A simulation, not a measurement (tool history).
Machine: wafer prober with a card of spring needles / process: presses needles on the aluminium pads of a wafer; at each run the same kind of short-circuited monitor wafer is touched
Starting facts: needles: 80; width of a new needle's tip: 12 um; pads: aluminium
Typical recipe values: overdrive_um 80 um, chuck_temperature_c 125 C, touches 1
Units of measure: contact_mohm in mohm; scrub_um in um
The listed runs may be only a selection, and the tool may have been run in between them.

{"run": 1, "hour": 0.0, "overdrive_um": 80, "chuck_temperature_c": 125, "touches": 1, "contact_mohm": 265, "scrub_um": 12.59}
{"hour": 2.8, "done": "tips cleaned on abrasive film"}
{"hour": 17.6, "done": "tips cleaned on abrasive film"}
{"run": 2, "hour": 17.6, "overdrive_um": 65, "chuck_temperature_c": 125, "touches": 1, "contact_mohm": 264, "scrub_um": 10.26}
{"hour": 33.1, "done": "tips cleaned on abrasive film"}
{"run": 3, "hour": 45.5, "overdrive_um": 65, "chuck_temperature_c": 67, "touches": 1, "contact_mohm": 250, "scrub_um": 10.23}
{"hour": 48.3, "done": "tips cleaned on abrasive film"}
{"hour": 64.0, "done": "tips cleaned on abrasive film"}
{"run": 4, "hour": 64.1, "overdrive_um": 65, "chuck_temperature_c": 67, "touches": 1, "contact_mohm": 249, "scrub_um": 10.22}
{"hour": 80.1, "done": "tips cleaned on abrasive film"}
{"run": 5, "hour": 80.6, "overdrive_um": 80, "chuck_temperature_c": 125, "touches": 1, "contact_mohm": 263, "scrub_um": 12.48}
{"hour": 95.6, "done": "tips cleaned on abrasive film"}
{"run": 6, "hour": 105.8, "overdrive_um": 80, "chuck_temperature_c": 125, "touches": 2, "contact_mohm": 265, "scrub_um": 12.51}
{"hour": 112.1, "done": "tips cleaned on abrasive film"}
{"hour": 126.9, "done": "tips cleaned on abrasive film"}
{"run": 7, "hour": 133.3, "overdrive_um": 80, "chuck_temperature_c": 125, "touches": 2, "contact_mohm": 268, "scrub_um": 12.53}
{"hour": 142.9, "done": "tips cleaned on abrasive film"}
{"run": 8, "hour": 149.6, "overdrive_um": 70, "chuck_temperature_c": 125, "touches": 1, "contact_mohm": 266, "scrub_um": 11.0}
{"hour": 159.2, "done": "tips cleaned on abrasive film"}
{"hour": 174.0, "done": "tips cleaned on abrasive film"}
{"run": 9, "hour": 174.0, "overdrive_um": 70, "chuck_temperature_c": 125, "touches": 1, "contact_mohm": 267, "scrub_um": 10.88}
{"hour": 189.4, "done": "tips cleaned on abrasive film"}
{"run": 10, "hour": 198.5, "overdrive_um": 93, "chuck_temperature_c": 125, "touches": 1, "contact_mohm": 267, "scrub_um": 14.69}
{"hour": 205.6, "done": "tips cleaned on abrasive film"}
{"hour": 221.3, "done": "tips cleaned on abrasive film"}
{"run": 11, "hour": 223.7, "overdrive_um": 93, "chuck_temperature_c": 125, "touches": 1, "contact_mohm": 262, "scrub_um": 14.57}
{"hour": 237.1, "done": "tips cleaned on abrasive film"}
{"run": 12, "hour": 241.6, "overdrive_um": 93, "chuck_temperature_c": 125, "touches": 1, "contact_mohm": 262, "scrub_um": 14.45}
{"hour": 251.9, "done": "tips cleaned on abrasive film"}
{"run": 13, "hour": 259.2, "overdrive_um": 93, "chuck_temperature_c": 125, "touches": 1, "contact_mohm": 262, "scrub_um": 14.6}
{"hour": 267.5, "done": "tips cleaned on abrasive film"}
{"hour": 282.2, "done": "tips cleaned on abrasive film"}
{"run": 14, "hour": 283.2, "overdrive_um": 93, "chuck_temperature_c": 125, "touches": 1, "contact_mohm": 262, "scrub_um": 14.67}
{"hour": 297.2, "done": "tips cleaned on abrasive film"}
{"hour": 312.3, "done": "tips cleaned on abrasive film"}
{"run": 15, "hour": 312.3, "overdrive_um": 80, "chuck_temperature_c": 50, "touches": 1, "contact_mohm": 246, "scrub_um": 12.58}
{"hour": 327.5, "done": "tips cleaned on abrasive film"}
{"run": 16, "hour": 339.2, "overdrive_um": 80, "chuck_temperature_c": 50, "touches": 1, "contact_mohm": 245, "scrub_um": 12.42}
{"hour": 344.1, "done": "tips cleaned on abrasive film"}
{"hour": 360.6, "done": "tips cleaned on abrasive film"}
{"run": 17, "hour": 369.6, "overdrive_um": 91, "chuck_temperature_c": 125, "touches": 2, "contact_mohm": 264, "scrub_um": 14.29}
{"hour": 377.1, "done": "tips cleaned on abrasive film"}
{"run": 18, "hour": 385.9, "overdrive_um": 80, "chuck_temperature_c": 96, "touches": 3, "contact_mohm": 257, "scrub_um": 12.45}
{"hour": 392.0, "done": "tips cleaned on abrasive film"}
{"hour": 408.7, "done": "tips cleaned on abrasive film"}
{"run": 19, "hour": 409.4, "overdrive_um": 80, "chuck_temperature_c": 96, "touches": 3, "contact_mohm": 252, "scrub_um": 12.64}
{"hour": 424.5, "done": "tips cleaned on abrasive film"}
{"run": 20, "hour": 424.5, "overdrive_um": 75, "chuck_temperature_c": 123, "touches": 3, "contact_mohm": 263, "scrub_um": 11.73}
{"hour": 440.9, "done": "tips cleaned on abrasive film"}
{"run": 21, "hour": 451.5, "overdrive_um": 75, "chuck_temperature_c": 123, "touches": 3, "contact_mohm": 261, "scrub_um": 11.74}
{"hour": 455.9, "done": "tips cleaned on abrasive film"}
{"hour": 472.0, "done": "tips cleaned on abrasive film"}
{"run": 22, "hour": 475.1, "overdrive_um": 75, "chuck_temperature_c": 123, "touches": 3, "contact_mohm": 266, "scrub_um": 11.65}
{"hour": 487.1, "done": "tips cleaned on abrasive film"}
{"run": 23, "hour": 487.7, "overdrive_um": 75, "chuck_temperature_c": 123, "touches": 3, "contact_mohm": 263, "scrub_um": 11.72}
{"hour": 502.7, "done": "tips cleaned on abrasive film"}
{"run": 24, "hour": 509.5, "overdrive_um": 75, "chuck_temperature_c": 123, "touches": 3, "contact_mohm": 263, "scrub_um": 11.75}
{"hour": 517.7, "done": "tips cleaned on abrasive film"}
{"run": 25, "hour": 531.0, "overdrive_um": 94, "chuck_temperature_c": 82, "touches": 3, "contact_mohm": 250, "scrub_um": 14.7}
{"hour": 533.2, "done": "tips cleaned on abrasive film"}
{"hour": 547.9, "done": "tips cleaned on abrasive film"}
{"run": 26, "hour": 556.0, "overdrive_um": 80, "chuck_temperature_c": 39, "touches": 2, "contact_mohm": 245, "scrub_um": 12.56}
{"hour": 564.9, "done": "tips cleaned on abrasive film"}
{"hour": 580.5, "done": "tips cleaned on abrasive film"}
{"run": 27, "hour": 584.0, "overdrive_um": 69, "chuck_temperature_c": 88, "touches": 1, "contact_mohm": 256, "scrub_um": 10.65}
{"hour": 595.5, "done": "tips cleaned on abrasive film"}
{"run": 28, "hour": 600.0, "overdrive_um": 91, "chuck_temperature_c": 125, "touches": 3, "contact_mohm": 264, "scrub_um": 14.1}
{"hour": 611.6, "done": "tips cleaned on abrasive film"}
{"run": 29, "hour": 623.3, "overdrive_um": 91, "chuck_temperature_c": 125, "touches": 2, "contact_mohm": 262, "scrub_um": 14.26}
{"hour": 626.0, "done": "tips cleaned on abrasive film"}
{"hour": 642.8, "done": "tips cleaned on abrasive film"}
{"run": 30, "hour": 651.8, "overdrive_um": 91, "chuck_temperature_c": 125, "touches": 2, "contact_mohm": 265, "scrub_um": 14.26}
{"hour": 657.8, "done": "tips cleaned on abrasive film"}
{"hour": 673.4, "done": "tips cleaned on abrasive film"}
{"run": 31, "hour": 676.6, "overdrive_um": 91, "chuck_temperature_c": 125, "touches": 2, "contact_mohm": 263, "scrub_um": 14.22}

Predict each of these 3 candidate next runs independently; none follows another, all start after run 31:
{"hour": 681.7, "done": "height of the first contact set anew"}
{"hour": 689.9, "done": "tips cleaned on abrasive film"}
{"hour": 704.5, "done": "tips cleaned on abrasive film"}
{"run": "A", "hour": 704.5, "overdrive_um": 91, "chuck_temperature_c": 125, "touches": 2, "contact_mohm": "?", "scrub_um": "?"}
{"hour": 681.7, "done": "height of the first contact set anew"}
{"hour": 689.9, "done": "tips cleaned on abrasive film"}
{"hour": 704.5, "done": "tips cleaned on abrasive film"}
{"run": "B", "hour": 704.5, "overdrive_um": 80, "chuck_temperature_c": 125, "touches": 2, "contact_mohm": "?", "scrub_um": "?"}
{"hour": 681.7, "done": "height of the first contact set anew"}
{"hour": 689.9, "done": "tips cleaned on abrasive film"}
{"hour": 704.5, "done": "tips cleaned on abrasive film"}
{"run": "C", "hour": 704.5, "overdrive_um": 91, "chuck_temperature_c": 89, "touches": 3, "contact_mohm": "?", "scrub_um": "?"}

run=A contact_mohm=263 scrub_um=14.19
run=B contact_mohm=263 scrub_um=12.55
run=C contact_mohm=252 scrub_um=14.27
Had the tool no hidden state, the same runs would have come out as:
run=A contact_mohm=263 scrub_um=14.19
run=B contact_mohm=264 scrub_um=12.55
run=C contact_mohm=252 scrub_um=14.27
